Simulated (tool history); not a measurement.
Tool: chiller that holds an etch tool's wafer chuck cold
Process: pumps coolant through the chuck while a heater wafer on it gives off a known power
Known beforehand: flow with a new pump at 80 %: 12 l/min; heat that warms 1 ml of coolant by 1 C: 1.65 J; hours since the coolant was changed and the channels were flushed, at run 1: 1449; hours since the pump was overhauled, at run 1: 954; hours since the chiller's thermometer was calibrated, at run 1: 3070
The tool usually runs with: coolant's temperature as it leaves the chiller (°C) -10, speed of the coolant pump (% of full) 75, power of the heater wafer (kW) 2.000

run    hour  coolant's temperature as it leaves the chiller (°C)  speed of the coolant pump (% of full)  power of the heater wafer (kW)  hours since the coolant was changed and the channels were flushed  hours since the pump was overhauled  hours since the chiller's thermometer was calibrated  chuck's temperature once it has settled (°C)  how much warmer the coolant comes back (C)
  1     0.0                                                  -10                                     75                           2.000                                                               1449                                  954                                                  3070                                           4.9                                        6.61
  2    53.9                                                  -10                                     75                           1.586                                                               1503                                 1008                                                  3124                                           2.1                                        5.19
  3   112.4                                                   -8                                     75                           2.000                                                               1561                                 1066                                                  3183                                           7.1                                        6.62
  4   175.5                                                  -10                                     90                           2.000                                                               1624                                 1129                                                  3246                                           3.0                                        5.37
  5   236.6                                                   -8                                     75                           2.000                                                               1685                                 1191                                                  3307                                           7.2                                        6.66
  6   323.5                                                   -8                                     75                           2.000                                                               1772                                 1277                                                  3394                                           7.1                                        6.65
  7   381.5                                                   -8                                     75                           2.000                                                               1830                                 1335                                                  3452                                           7.2                                        6.70
  8   458.5                                                  -10                                     92                           2.000                                                               1907                                 1412                                                  3529                                           3.0                                        5.33
  9   575.4                                                  -10                                     92                           2.000                                                               2024                                 1529                                                  3646                                           3.0                                        5.29
 10   630.2                                                  -10                                     87                           2.000                                                               2079                                 1584                                                  3700                                           3.8                                        5.68
 11   693.9                                                  -10                                     87                           2.000                                                               2143                                 1648                                                  3764                                           3.7                                        5.71
 12   752.3                                                  -10                                     75                           2.000                                                               2201                                 1706                                                  3822                                           5.4                                        6.68
 13   813.6                                                  -10                                     75                           2.000                                                               2262                                 1768                                                  3884                                           5.5                                        6.70
 14   901.6                                                  -10                                     75                           2.000                                                               2350                                 1856                                                  3972                                           5.5                                        6.71
 15   959.6                                                  -10                                     75                           2.000                                                               2408                                 1914                                                  4030                                           5.4                                        6.72
 16  1021.6                                                  -10                                     75                           2.000                                                               2470                                 1976                                                  4092                                           5.6                                        6.75
 17  1123.5                                                  -15                                     77                           1.935                                                               2572                                 2077                                                  4194                                          -0.1                                        6.32
 18  1244.5                                                  -15                                     77                           1.935                                                               2693                                 2198                                                  4315                                          -0.3                                        6.39
     1254.5  -- coolant pump overhauled
 19  1340.6                                                  -17                                     89                           1.993                                                               2784                                   86                                                  4406                                          -3.0                                        5.77
 20  1403.3                                                   -3                                     86                           1.961                                                               2847                                  149                                                  4468                                          11.0                                        5.89
 21  1502.9                                                   -3                                     86                           1.961                                                               2947                                  248                                                  4568                                          11.3                                        5.88
 22  1609.9                                                   -3                                     99                           1.961                                                               3054                                  355                                                  4675                                           9.8                                        5.05
 23  1675.8                                                  -12                                     86                           1.243                                                               3120                                  421                                                  4741                                          -2.7                                        3.74
 24  1748.6                                                   -3                                     75                           1.310                                                               3192                                  494                                                  4814                                           8.0                                        4.65
 25  1824.1                                                  -19                                     86                           1.493                                                               3268                                  570                                                  4889                                          -7.9                                        4.51
     1944.6  -- coolant pump overhauled, once more
 26  1947.5                                                   -4                                     75                           1.452                                                               3386                                    3                                                  5008                                           7.6                                        4.73
 27  2059.9                                                   -9                                     92                           2.813                                                               3499                                  115                                                  5120                                           9.2                                        7.42
 28  2130.5                                                  -10                                     83                           1.153                                                               3569                                  186                                                  5191                                          -1.4                                        3.38
     2141.1  -- chiller's thermometer calibrated
 29  2201.7                                                  -10                                     83                           1.153                                                               3639                                  256                                                    61                                          -2.3                                        3.38
 30  2322.7                                                  -10                                     83                           1.153                                                               3760                                  377                                                   182                                          -2.0                                        3.36
 31  2386.2                                                  -11                                     64                           1.039                                                               3824                                  441                                                   245                                          -2.1                                        4.09

4 options for the next run, each taken on its own from the tool as it stands now. Forecast them:
  A  2444.3                                                   -3                                     77                           1.039                                                               3882                                  499                                                   303                                             ?                                           ?
  B  2444.3                                                    0                                     63                           2.133                                                               3882                                  499                                                   303                                             ?                                           ?
  C  2444.3                                                  -18                                     80                           2.968                                                               3882                                  499                                                   303                                             ?                                           ?
  D  2444.3                                                  -10                                     92                           2.000                                                               3882                                  499                                                   303                                             ?                                           ?

run  chuck's temperature once it has settled (°C)  how much warmer the coolant comes back (C)
  A                                           4.8                                        3.32
  B                                          18.4                                        8.58
  C                                           3.1                                        9.16
  D                                           2.6                                        5.27
Without the tool's hidden state the same runs would have given:
run  chuck's temperature once it has settled (°C)  how much warmer the coolant comes back (C)
  A                                           4.3                                        3.27
  B                                          17.3                                        8.46
  C                                           1.7                                        9.03
  D                                           1.7                                        5.20

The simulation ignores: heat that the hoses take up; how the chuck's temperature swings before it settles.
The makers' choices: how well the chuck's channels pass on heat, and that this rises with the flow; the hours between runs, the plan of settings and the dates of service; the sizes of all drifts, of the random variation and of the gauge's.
